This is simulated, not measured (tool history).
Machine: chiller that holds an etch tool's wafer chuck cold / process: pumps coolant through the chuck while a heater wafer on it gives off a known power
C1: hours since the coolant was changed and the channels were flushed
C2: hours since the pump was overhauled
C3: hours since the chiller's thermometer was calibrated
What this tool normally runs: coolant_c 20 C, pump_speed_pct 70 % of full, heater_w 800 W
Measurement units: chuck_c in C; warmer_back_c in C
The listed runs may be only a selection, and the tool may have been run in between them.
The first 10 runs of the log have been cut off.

Run 11, day 26.379: usual settings; C1 2793; C2 1261; C3 437. Result: chuck_c 29.1 C, warmer_back_c 2.80 C.
Run 12, day 27.962: usual settings but pump_speed_pct 91 % of full; C1 2831; C2 1299; C3 475. Result: chuck_c 27.2 C, warmer_back_c 2.19 C.
Run 13, day 30.479: usual settings but pump_speed_pct 91 % of full, heater_w 1095 W; C1 2891; C2 1360; C3 536. Result: chuck_c 29.9 C, warmer_back_c 2.91 C.
Run 14, day 32.808: usual settings but pump_speed_pct 91 % of full, heater_w 1095 W; C1 2947; C2 1416; C3 592. Result: chuck_c 29.7 C, warmer_back_c 2.90 C.
Run 15, day 35.617: usual settings but pump_speed_pct 95 % of full, heater_w 1095 W; C1 3014; C2 1483; C3 659. Result: chuck_c 29.4 C, warmer_back_c 2.78 C.
Run 16, day 39.258: usual settings but pump_speed_pct 95 % of full, heater_w 1095 W; C1 3102; C2 1570; C3 746. Result: chuck_c 29.6 C, warmer_back_c 2.76 C.
Run 17, day 42.346: usual settings but pump_speed_pct 95 % of full, heater_w 1095 W; C1 3176; C2 1645; C3 821. Result: chuck_c 29.4 C, warmer_back_c 2.85 C.
Run 18, day 44.171: usual settings but coolant_c 25 C, pump_speed_pct 97 % of full, heater_w 808 W; C1 3220; C2 1688; C3 864. Result: chuck_c 31.9 C, warmer_back_c 2.04 C.
Run 19, day 46.233: usual settings but coolant_c 19 C, pump_speed_pct 65 % of full, heater_w 455 W; C1 3269; C2 1738; C3 914. Result: chuck_c 24.6 C, warmer_back_c 1.71 C.
Run 20, day 49.046: usual settings but coolant_c 19 C, pump_speed_pct 65 % of full, heater_w 455 W; C1 3337; C2 1805; C3 981. Result: chuck_c 24.5 C, warmer_back_c 1.73 C.
Run 21, day 51.929: usual settings but coolant_c 19 C, pump_speed_pct 65 % of full, heater_w 455 W; C1 3406; C2 1875; C3 1051. Result: chuck_c 24.5 C, warmer_back_c 1.67 C.
Run 22, day 53.858: usual settings but coolant_c 10 C, pump_speed_pct 69 % of full, heater_w 475 W; C1 3452; C2 1921; C3 1097. Result: chuck_c 15.4 C, warmer_back_c 1.72 C.
Run 23, day 57.404: usual settings but coolant_c 10 C, pump_speed_pct 69 % of full, heater_w 475 W; C1 3537; C2 2006; C3 1182. Result: chuck_c 15.4 C, warmer_back_c 1.59 C.
Run 24, day 60.758: usual settings but coolant_c 10 C, pump_speed_pct 69 % of full, heater_w 475 W; C1 3618; C2 2086; C3 1262. Result: chuck_c 15.6 C, warmer_back_c 1.67 C.
Run 25, day 62.433: usual settings but pump_speed_pct 71 % of full, heater_w 475 W; C1 3658; C2 2127; C3 1303. Result: chuck_c 25.3 C, warmer_back_c 1.62 C.
Run 26, day 64.329: usual settings but pump_speed_pct 71 % of full; C1 3703; C2 2172; C3 1348. Result: chuck_c 28.9 C, warmer_back_c 2.75 C.
Run 27, day 66.008: usual settings but coolant_c 11 C, heater_w 666 W; C1 3744; C2 2212; C3 1388. Result: chuck_c 18.5 C, warmer_back_c 2.33 C.
Run 28, day 69.650: usual settings but coolant_c 11 C, heater_w 666 W; C1 3831; C2 2300; C3 1476. Result: chuck_c 18.7 C, warmer_back_c 2.32 C.
Run 29, day 72.812: usual settings but coolant_c 11 C, heater_w 666 W; C1 3907; C2 2376; C3 1552. Result: chuck_c 18.4 C, warmer_back_c 2.28 C.
Run 30, day 74.408: usual settings but coolant_c 11 C, heater_w 666 W; C1 3945; C2 2414; C3 1590. Result: chuck_c 18.5 C, warmer_back_c 2.30 C.
Run 31, day 76.500: usual settings but coolant_c 11 C, heater_w 666 W; C1 3996; C2 2464; C3 1640. Result: chuck_c 18.5 C, warmer_back_c 2.30 C.
Run 32, day 79.238: usual settings but coolant_c 11 C, heater_w 666 W; C1 4061; C2 2530; C3 1706. Result: chuck_c 18.6 C, warmer_back_c 2.28 C.

Forecast each of these 4 alternatives for the next run:
Run A, day 82.629: usual settings but coolant_c 22 C, pump_speed_pct 90 % of full; C1 4143; C2 2611; C3 1787. Result: chuck_c ?, warmer_back_c ?.
Run B, day 82.629: usual settings but coolant_c 21 C, pump_speed_pct 97 % of full, heater_w 716 W; C1 4143; C2 2611; C3 1787. Result: chuck_c ?, warmer_back_c ?.
Run C, day 82.629: usual settings but coolant_c 11 C, pump_speed_pct 64 % of full, heater_w 758 W; C1 4143; C2 2611; C3 1787. Result: chuck_c ?, warmer_back_c ?.
Run D, day 82.629: usual settings but heater_w 1078 W; C1 4143; C2 2611; C3 1787. Result: chuck_c ?, warmer_back_c ?.

run  chuck_c  warmer_back_c
  A     29.1           2.14
  B     27.0           1.78
  C     20.5           2.90
  D     32.4           3.75
With no hidden state in the tool, these same runs would have given:
run  chuck_c  warmer_back_c
  A     29.1           2.14
  B     27.0           1.78
  C     20.5           2.90
  D     32.4           3.74
